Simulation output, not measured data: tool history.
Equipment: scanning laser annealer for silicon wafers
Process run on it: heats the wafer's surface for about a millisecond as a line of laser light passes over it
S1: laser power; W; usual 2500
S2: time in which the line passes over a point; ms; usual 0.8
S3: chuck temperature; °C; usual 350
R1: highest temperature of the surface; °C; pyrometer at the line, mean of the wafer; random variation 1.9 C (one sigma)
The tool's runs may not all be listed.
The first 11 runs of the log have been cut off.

run	hour	S1	S2	S3	R1
12	402.2	2624	0.8	350	1121
13	425.2	2624	0.8	350	1120
14	462.3	2624	0.8	350	1116
15	483.9	2624	0.8	350	1112
16	506.6	2500	0.8	350	1069
17	548	2500	0.8	350	1068
18	574.5	2500	0.8	350	1064
19	612.4	2500	0.8	350	1063
20	642.4	2500	0.8	350	1061
21	664.8	2500	0.8	350	1059
22	692.9	2500	0.599	368	973
# hour 744.4: window over the wafer cleaned
23	744.9	2500	0.599	368	1004
24	770.7	2500	0.844	324	1083
25	795.6	2477	0.844	371	1121

Forecast run 26:
26	826.6	2540	0.939	362	?

R1: 1180 °C
Without the tool's hidden state the same run would have given R1 1196 °C.
